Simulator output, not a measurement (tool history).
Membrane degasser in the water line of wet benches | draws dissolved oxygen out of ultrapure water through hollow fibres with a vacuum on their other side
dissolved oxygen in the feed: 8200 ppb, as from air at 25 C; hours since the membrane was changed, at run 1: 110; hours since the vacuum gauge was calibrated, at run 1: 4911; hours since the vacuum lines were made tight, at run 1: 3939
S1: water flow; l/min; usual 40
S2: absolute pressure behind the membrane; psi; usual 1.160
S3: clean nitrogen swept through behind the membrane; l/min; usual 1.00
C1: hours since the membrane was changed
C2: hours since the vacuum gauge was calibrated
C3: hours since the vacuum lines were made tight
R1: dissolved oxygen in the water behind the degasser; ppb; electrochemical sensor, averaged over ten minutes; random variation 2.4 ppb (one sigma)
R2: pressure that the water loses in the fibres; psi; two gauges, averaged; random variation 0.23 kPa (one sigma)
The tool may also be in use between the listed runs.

Run 1, day 0.000: usual settings; C1 110; C2 4911; C3 3939. Result: R1 386.3 ppb, R2 8.637 psi.
At day 0.442: vacuum gauge calibrated.
Run 2, day 0.954: usual settings but S2 1.202 psi; C1 133; C2 12; C3 3961. Result: R1 407.3 ppb, R2 8.622 psi.
Run 3, day 2.571: usual settings; C1 172; C2 51; C3 4000. Result: R1 382.8 ppb, R2 8.549 psi.
Run 4, day 3.392: usual settings but S1 30 l/min; C1 191; C2 71; C3 4019. Result: R1 303.3 ppb, R2 6.466 psi.
Run 5, day 4.396: usual settings but S1 30 l/min, S3 1.08 l/min; C1 215; C2 95; C3 4044. Result: R1 281.9 ppb, R2 6.461 psi.
Run 6, day 5.679: usual settings but S1 26 l/min, S3 1.08 l/min; C1 246; C2 126; C3 4074. Result: R1 251.4 ppb, R2 5.617 psi.
Run 7, day 7.504: usual settings but S1 26 l/min, S3 1.08 l/min; C1 290; C2 170; C3 4118. Result: R1 250.3 ppb, R2 5.569 psi.
Run 8, day 8.908: usual settings; C1 324; C2 203; C3 4152. Result: R1 384.7 ppb, R2 8.617 psi.
Run 9, day 10.129: usual settings; C1 353; C2 233; C3 4181. Result: R1 381.7 ppb, R2 8.609 psi.
Run 10, day 11.192: usual settings; C1 379; C2 258; C3 4207. Result: R1 379.3 ppb, R2 8.595 psi.
Run 11, day 12.633: usual settings but S2 0.753 psi; C1 413; C2 293; C3 4241. Result: R1 170.8 ppb, R2 8.625 psi.
Run 12, day 14.029: usual settings but S1 25 l/min, S2 0.753 psi; C1 447; C2 326; C3 4275. Result: R1 111.6 ppb, R2 5.363 psi.
Run 13, day 15.354: usual settings but S1 25 l/min, S2 0.753 psi; C1 478; C2 358; C3 4307. Result: R1 110.8 ppb, R2 5.439 psi.
Run 14, day 17.238: usual settings but S1 30 l/min, S2 0.753 psi; C1 524; C2 403; C3 4352. Result: R1 133.1 ppb, R2 6.464 psi.
Run 15, day 18.308: usual settings but S3 2.37 l/min; C1 549; C2 429; C3 4377. Result: R1 194.2 ppb, R2 8.557 psi.
Run 16, day 20.146: usual settings but S3 0.48 l/min; C1 593; C2 473; C3 4422. Result: R1 634.0 ppb, R2 8.679 psi.
Run 17, day 21.117: usual settings but S1 60 l/min, S2 1.855 psi, S3 0.60 l/min; C1 617; C2 496; C3 4445. Result: R1 1340.5 ppb, R2 13.046 psi.
Run 18, day 23.012: usual settings but S1 60 l/min, S2 1.855 psi, S3 0.60 l/min; C1 662; C2 542; C3 4490. Result: R1 1342.3 ppb, R2 12.927 psi.
Run 19, day 24.621: usual settings but S1 60 l/min, S2 1.855 psi, S3 0.60 l/min; C1 701; C2 580; C3 4529. Result: R1 1357.7 ppb, R2 12.895 psi.
Run 20, day 26.400: usual settings but S1 34 l/min, S2 1.855 psi, S3 2.70 l/min; C1 744; C2 623; C3 4572. Result: R1 280.6 ppb, R2 7.322 psi.
Run 21, day 27.483: usual settings but S1 34 l/min, S2 2.885 psi, S3 0.68 l/min; C1 769; C2 649; C3 4598. Result: R1 1379.7 ppb, R2 7.295 psi.
Run 22, day 29.192: usual settings but S1 34 l/min, S2 2.885 psi, S3 0.68 l/min; C1 810; C2 690; C3 4639. Result: R1 1382.6 ppb, R2 7.287 psi.
Run 23, day 30.388: usual settings but S1 34 l/min, S2 2.885 psi, S3 0.68 l/min; C1 839; C2 719; C3 4667. Result: R1 1394.8 ppb, R2 7.313 psi.
Run 24, day 31.150: usual settings but S1 63 l/min, S2 2.851 psi, S3 0.90 l/min; C1 857; C2 737; C3 4686. Result: R1 1740.8 ppb, R2 13.462 psi.
Run 25, day 32.158: usual settings but S1 63 l/min, S2 2.851 psi, S3 0.90 l/min; C1 882; C2 761; C3 4710. Result: R1 1722.8 ppb, R2 13.578 psi.
Run 26, day 33.467: usual settings but S2 1.839 psi, S3 1.64 l/min; C1 913; C2 793; C3 4741. Result: R1 485.4 ppb, R2 8.640 psi.
Run 27, day 35.183: usual settings but S2 1.839 psi, S3 1.64 l/min; C1 954; C2 834; C3 4782. Result: R1 492.0 ppb, R2 8.596 psi.
Run 28, day 37.079: usual settings but S2 0.972 psi; C1 1000; C2 879; C3 4828. Result: R1 284.5 ppb, R2 8.575 psi.
Run 29, day 38.108: usual settings but S1 36 l/min, S2 0.915 psi, S3 1.74 l/min; C1 1024; C2 904; C3 4853. Result: R1 152.5 ppb, R2 7.687 psi.
Run 30, day 39.342: usual settings but S1 39 l/min, S2 2.174 psi; C1 1054; C2 934; C3 4882. Result: R1 865.0 ppb, R2 8.408 psi.
Run 31, day 40.542: usual settings but S1 35 l/min, S2 2.074 psi, S3 2.92 l/min; C1 1083; C2 962; C3 4911. Result: R1 313.0 ppb, R2 7.484 psi.

How the hidden state differs across the entries between the runs, from the last listed run before each to the first after it:
Between runs 1 and 2: vacuum gauge calibrated (day 0.442)
  no hidden state differs between the two runs
